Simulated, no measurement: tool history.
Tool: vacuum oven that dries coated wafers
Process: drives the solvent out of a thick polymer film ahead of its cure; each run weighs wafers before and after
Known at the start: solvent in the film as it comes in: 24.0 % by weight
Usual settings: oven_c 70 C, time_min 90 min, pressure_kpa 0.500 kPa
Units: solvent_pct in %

run	hour	oven_c	time_min	pressure_kpa	solvent_pct
1	0.0	70	90	0.500	6.57
2	8.2	65	90	0.500	8.79
3	22.5	65	90	0.500	8.73
4	36.7	70	90	0.500	6.47
5	48.1	70	90	1.727	7.73
6	61.9	70	90	1.657	7.80
7	70.1	70	148	1.657	4.67
8	82.8	70	148	1.657	4.82
9	92.8	70	90	0.500	6.47
10	99.0	70	90	0.500	6.49
11	109.8	70	90	0.500	6.60
12	116.5	66	50	0.500	11.97
13	127.0	69	120	1.102	5.67
14	137.3	69	120	1.102	5.88
15	147.4	73	132	0.469	3.19
16	158.6	55	161	0.302	8.79
17	168.7	70	50	0.500	10.70
18	175.9	70	50	0.500	10.65
19	183.9	62	89	1.332	11.06
20	190.3	62	89	1.332	10.77

4 ways to go on from here, each from the tool as it stands after run 20. What would each give?
A	201.4	83	126	0.437	?
B	201.4	64	101	0.500	?
C	201.4	70	156	0.500	?
D	201.4	70	87	0.500	?

run	solvent_pct
A	1.00
B	8.47
C	3.16
D	6.99
Without the tool's hidden state the same runs would have given:
run	solvent_pct
A	0.60
B	7.02
C	2.20
D	5.63
